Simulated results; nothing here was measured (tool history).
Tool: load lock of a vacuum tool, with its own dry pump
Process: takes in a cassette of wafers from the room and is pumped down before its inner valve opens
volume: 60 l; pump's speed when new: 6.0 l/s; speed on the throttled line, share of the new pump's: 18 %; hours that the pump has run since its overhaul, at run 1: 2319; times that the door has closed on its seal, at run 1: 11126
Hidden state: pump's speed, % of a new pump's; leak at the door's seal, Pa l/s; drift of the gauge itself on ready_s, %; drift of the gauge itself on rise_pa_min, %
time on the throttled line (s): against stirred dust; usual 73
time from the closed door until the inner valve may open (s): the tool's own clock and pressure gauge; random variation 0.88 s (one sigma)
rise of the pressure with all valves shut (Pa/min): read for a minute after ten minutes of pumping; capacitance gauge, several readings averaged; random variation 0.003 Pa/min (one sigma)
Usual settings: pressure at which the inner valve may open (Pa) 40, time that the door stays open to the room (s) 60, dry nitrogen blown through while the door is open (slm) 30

run,hour,time on the throttled line (s),pressure at which the inner valve may open (Pa),time that the door stays open to the room (s),dry nitrogen blown through while the door is open (slm),hours that the pump has run since its overhaul,times that the door has closed on its seal,"incoming humidity of the room's air, %",time from the closed door until the inner valve may open (s),rise of the pressure with all valves shut (Pa/min)
1,0.0,73,40,60,30,2319,11126,42.4,140.7,0.166
2,114.9,73,40,60,30,2434,11407,50.1,138.8,0.177
3,251.9,73,40,60,30,2571,11743,43.9,140.2,0.176
4,388.8,40,40,60,30,2708,12078,45.1,114.3,0.193
5,483.1,73,36,60,30,2802,12309,45.6,140.9,0.194
6,598.3,73,36,60,30,2917,12592,48.7,140.7,0.198
7,662.9,73,36,60,6,2982,12750,45.0,141.0,0.213
8,731.5,73,36,60,6,3051,12918,45.2,140.7,0.219
9,853.9,73,40,60,30,3173,13218,45.7,140.0,0.214
10,1000.4,73,40,60,30,3319,13577,43.0,139.4,0.219
11,1119.1,73,40,60,30,3438,13868,45.8,139.6,0.230
12,1222.6,73,40,60,30,3542,14121,43.5,140.9,0.234
13,1336.3,73,40,60,30,3655,14400,46.4,139.7,0.238
14,1430.5,52,68,132,10,3750,14631,45.7,117.1,0.266
15,1555.7,73,71,104,30,3875,14938,45.0,134.3,0.261
16,1627.2,53,40,60,30,3946,15113,46.6,123.3,0.259
17,1745.4,73,36,67,35,4065,15402,49.2,140.9,0.264
18,1847.3,104,36,37,13,4166,15652,48.5,165.3,0.269
19,1928.9,46,36,37,13,4248,15852,47.8,118.4,0.280
20,2004.4,46,47,59,42,4323,16037,44.5,117.1,0.273
21,2118.8,100,47,76,5,4438,16317,44.8,160.1,0.301
22,2232.3,100,47,76,5,4551,16595,50.1,159.9,0.320
23,2323.2,100,47,76,5,4642,16818,43.9,159.9,0.314
24,2453.4,73,40,60,15,4773,17137,42.7,140.6,0.315
25,2575.3,73,40,177,15,4894,17436,45.6,142.0,0.344

The same runs without the tool's hidden state, with the same run-to-run variation:
run,time from the closed door until the inner valve may open (s),rise of the pressure with all valves shut (Pa/min)
1,139.8,0.016
2,137.9,0.022
3,139.1,0.014
4,113.1,0.022
5,139.8,0.021
6,139.5,0.020
7,139.7,0.030
8,139.5,0.035
9,138.7,0.023
10,138.0,0.019
11,138.2,0.024
12,139.4,0.020
13,138.2,0.019
14,115.5,0.045
15,132.8,0.028
16,121.5,0.025
17,139.2,0.023
18,163.7,0.023
19,116.4,0.027
20,115.0,0.016
21,158.4,0.037
22,158.1,0.046
23,158.0,0.037
24,138.5,0.023
25,139.8,0.048
